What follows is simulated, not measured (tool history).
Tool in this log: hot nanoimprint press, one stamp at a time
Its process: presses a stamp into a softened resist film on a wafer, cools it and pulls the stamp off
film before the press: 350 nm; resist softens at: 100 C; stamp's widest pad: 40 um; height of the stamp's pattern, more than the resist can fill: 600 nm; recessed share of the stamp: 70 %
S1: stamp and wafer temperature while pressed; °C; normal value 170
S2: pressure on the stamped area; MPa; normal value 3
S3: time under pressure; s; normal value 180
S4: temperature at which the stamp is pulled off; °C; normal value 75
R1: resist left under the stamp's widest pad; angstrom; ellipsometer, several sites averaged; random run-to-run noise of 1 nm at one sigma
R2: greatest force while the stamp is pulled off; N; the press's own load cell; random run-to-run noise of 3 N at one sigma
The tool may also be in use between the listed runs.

run	hour	S1	S2	S3	S4	R1	R2
1	0	170	3	180	75	1508	161
2	59.9	170	3	180	75	1537	165
3	125.4	170	3	180	75	1556	177
4	205	170	3	180	75	1553	178
5	270	170	3	180	75	1565	154
6	340.4	170	3	180	75	1586	167
7	410.6	170	3	180	75	1614	172
8	476.5	170	3	180	75	1626	179
9	553.9	170	3	180	75	1655	181
10	602.4	170	3	180	75	1647	156
11	650.3	170	3	180	75	1656	159
12	685.2	170	3	180	75	1651	166
13	742.9	170	3	180	75	1667	168
14	806.4	176	4.27	180	69	1051	189
15	869.6	170	3	180	79	1493	167
16	940.2	170	3	180	79	1487	147
17	1007.3	170	3	180	79	1508	151
18	1058.5	170	3	180	79	1523	160
19	1109	170	2.26	187	79	1708	166
20	1151.3	170	3	191	75	1475	179
21	1201.3	170	3	191	75	1496	177
22	1244.6	178	3.91	267	64	755	196
23	1323.2	178	3.91	267	64	773	179
24	1362.8	178	3.91	267	64	781	182
25	1443.4	162	3.53	181	67	2240	185

Between the runs listed above, the log contained 7 entries, not reproduced here. Where in the sequence does each belong, and how does what the log doesn't record of the tool's condition differ from the listed run before to the listed run after?
After run 4, before run 5: stamp cleaned and given a new release coat (hour 264.5)
  true temperature over the reading, C: -1.09 -> -1.23; pressure that arrives at the usual setting, %: 97.82 -> 97.53; grip of the stamp's worn release coat, % over a new coat's: 16.1 -> 0.3
  measured value less the no-hidden-state value, R1: +102 -> +114 angstrom; R2: +26 -> +3 N
After run 5, before run 6: plate thermocouple calibrated (hour 316.7)
  true temperature over the reading, C: -1.23 -> -1.58; pressure that arrives at the usual setting, %: 97.53 -> 97.16; grip of the stamp's worn release coat, % over a new coat's: 0.3 -> 4.2
  measured value less the no-hidden-state value, R1: +114 -> +145 angstrom; R2: +3 -> +9 N
After run 9, before run 10: stamp cleaned and given a new release coat (hour 600.6)
  true temperature over the reading, C: -2.08 -> -2.18; pressure that arrives at the usual setting, %: 96.04 -> 95.82; grip of the stamp's worn release coat, % over a new coat's: 17 -> 0.1
  measured value less the no-hidden-state value, R1: +195 -> +205 angstrom; R2: +29 -> +3 N
After run 14, before run 15: plate thermocouple calibrated, once more (hour 816.6); press's hydraulic seals changed and the load cell set to zero (hour 850.9)
  true temperature over the reading, C: -2.61 -> -0.26; pressure that arrives at the usual setting, %: 94.66 -> 99.47; grip of the stamp's worn release coat, % over a new coat's: 12.1 -> 15.3
  measured value less the no-hidden-state value, R1: +172 -> +24 angstrom; R2: +25 -> +23 N
After run 15, before run 16: stamp cleaned and given a new release coat (hour 940.2)
  true temperature over the reading, C: -0.26 -> -0.4; pressure that arrives at the usual setting, %: 99.47 -> 99.13; grip of the stamp's worn release coat, % over a new coat's: 15.3 -> 0
  measured value less the no-hidden-state value, R1: +24 -> +37 angstrom; R2: +23 -> +1 N
After run 22, before run 23: stamp cleaned and given a new release coat (hour 1275.4)
  true temperature over the reading, C: -1.08 -> -1.25; pressure that arrives at the usual setting, %: 97.55 -> 97.15; grip of the stamp's worn release coat, % over a new coat's: 18.1 -> 2.8
  measured value less the no-hidden-state value, R1: +54 -> +63 angstrom; R2: +32 -> +7 N
